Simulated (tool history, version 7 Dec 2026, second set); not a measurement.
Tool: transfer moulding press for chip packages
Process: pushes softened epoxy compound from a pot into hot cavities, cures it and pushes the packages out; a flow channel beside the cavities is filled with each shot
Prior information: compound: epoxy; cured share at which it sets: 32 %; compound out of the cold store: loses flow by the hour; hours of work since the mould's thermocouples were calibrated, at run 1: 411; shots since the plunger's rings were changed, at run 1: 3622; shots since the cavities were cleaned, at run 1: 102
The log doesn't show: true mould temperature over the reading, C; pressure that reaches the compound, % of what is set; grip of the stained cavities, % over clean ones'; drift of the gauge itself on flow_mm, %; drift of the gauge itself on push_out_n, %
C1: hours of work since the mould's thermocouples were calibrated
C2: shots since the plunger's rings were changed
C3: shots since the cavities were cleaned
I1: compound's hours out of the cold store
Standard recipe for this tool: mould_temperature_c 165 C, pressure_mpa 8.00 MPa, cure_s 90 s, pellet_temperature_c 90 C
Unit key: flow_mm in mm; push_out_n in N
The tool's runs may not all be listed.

run 1 hour=0.0 | mould_temperature_c=165 pressure_mpa=8.00 cure_s=90 pellet_temperature_c=90 | C1=411 C2=3622 C3=102 | I1=38.2 | flow_mm=772 push_out_n=609
run 2 hour=12.6 | mould_temperature_c=165 pressure_mpa=8.00 cure_s=90 pellet_temperature_c=90 | C1=419 C2=3776 C3=256 | I1=40.4 | flow_mm=766 push_out_n=674
run 3 hour=26.4 | mould_temperature_c=165 pressure_mpa=8.00 cure_s=90 pellet_temperature_c=90 | C1=428 C2=3944 C3=424 | I1=30.1 | flow_mm=788 push_out_n=779
run 4 hour=36.5 | mould_temperature_c=165 pressure_mpa=8.00 cure_s=90 pellet_temperature_c=90 | C1=434 C2=4067 C3=547 | I1=35.7 | flow_mm=772 push_out_n=815
run 5 hour=50.1 | mould_temperature_c=165 pressure_mpa=8.00 cure_s=90 pellet_temperature_c=90 | C1=443 C2=4232 C3=712 | I1=40.4 | flow_mm=763 push_out_n=883
run 6 hour=66.1 | mould_temperature_c=165 pressure_mpa=8.00 cure_s=90 pellet_temperature_c=90 | C1=453 C2=4427 C3=907 | I1=18.5 | flow_mm=823 push_out_n=984
run 7 hour=81.1 | mould_temperature_c=165 pressure_mpa=8.00 cure_s=90 pellet_temperature_c=90 | C1=462 C2=4611 C3=1091 | I1=15.3 | flow_mm=833 push_out_n=1049
-- hour=83.6 cavities cleaned with cleaning compound and waxed
run 8 hour=96.9 | mould_temperature_c=165 pressure_mpa=8.00 cure_s=90 pellet_temperature_c=90 | C1=471 C2=4785 C3=162 | I1=8.7 | flow_mm=847 push_out_n=661
run 9 hour=109.6 | mould_temperature_c=165 pressure_mpa=8.00 cure_s=74 pellet_temperature_c=90 | C1=479 C2=4940 C3=317 | I1=18.3 | flow_mm=825 push_out_n=1072
run 10 hour=128.9 | mould_temperature_c=165 pressure_mpa=8.00 cure_s=74 pellet_temperature_c=90 | C1=491 C2=5174 C3=551 | I1=41.0 | flow_mm=749 push_out_n=1120
run 11 hour=147.2 | mould_temperature_c=165 pressure_mpa=8.00 cure_s=74 pellet_temperature_c=90 | C1=503 C2=5398 C3=775 | I1=31.3 | flow_mm=770 push_out_n=1268
run 12 hour=166.6 | mould_temperature_c=165 pressure_mpa=8.00 cure_s=74 pellet_temperature_c=90 | C1=515 C2=5635 C3=1012 | I1=28.0 | flow_mm=785 push_out_n=1417
-- hour=176.6 cavities cleaned with cleaning compound and waxed
run 13 hour=178.4 | mould_temperature_c=165 pressure_mpa=8.00 cure_s=74 pellet_temperature_c=90 | C1=521 C2=5760 C3=22 | I1=25.8 | flow_mm=804 push_out_n=808
-- hour=192.3 plunger's sealing rings changed
run 14 hour=198.7 | mould_temperature_c=170 pressure_mpa=6.73 cure_s=74 pellet_temperature_c=90 | C1=533 C2=78 C3=239 | I1=43.9 | flow_mm=704 push_out_n=722
run 15 hour=218.8 | mould_temperature_c=173 pressure_mpa=7.45 cure_s=110 pellet_temperature_c=87 | C1=545 C2=323 C3=484 | I1=10.8 | flow_mm=813 push_out_n=668
run 16 hour=235.5 | mould_temperature_c=165 pressure_mpa=6.48 cure_s=104 pellet_temperature_c=97 | C1=556 C2=527 C3=688 | I1=30.0 | flow_mm=756 push_out_n=779
run 17 hour=255.7 | mould_temperature_c=165 pressure_mpa=7.59 cure_s=120 pellet_temperature_c=96 | C1=568 C2=773 C3=934 | I1=32.8 | flow_mm=783 push_out_n=763
-- hour=272.3 cavities cleaned with cleaning compound and waxed
run 18 hour=276.4 | mould_temperature_c=165 pressure_mpa=7.59 cure_s=120 pellet_temperature_c=96 | C1=580 C2=1008 C3=51 | I1=19.8 | flow_mm=810 push_out_n=480
-- hour=279.7 mould's thermocouples calibrated
run 19 hour=292.6 | mould_temperature_c=165 pressure_mpa=8.89 cure_s=129 pellet_temperature_c=96 | C1=8 C2=1180 C3=223 | I1=8.9 | flow_mm=937 push_out_n=580
run 20 hour=312.8 | mould_temperature_c=165 pressure_mpa=8.89 cure_s=129 pellet_temperature_c=96 | C1=21 C2=1427 C3=470 | I1=19.3 | flow_mm=881 push_out_n=666

Run 21, settings as shown, results not yet in. Your forecast:
run 21 hour=331.1 | mould_temperature_c=165 pressure_mpa=9.30 cure_s=94 pellet_temperature_c=83 | C1=32 C2=1650 C3=693 | I1=24.2 | flow_mm=? push_out_n=?

{"run 21": {"flow_mm": 888, "push_out_n": 837}}
With no hidden state in the tool, this same run would have given flow_mm 909 mm, push_out_n 521 N.
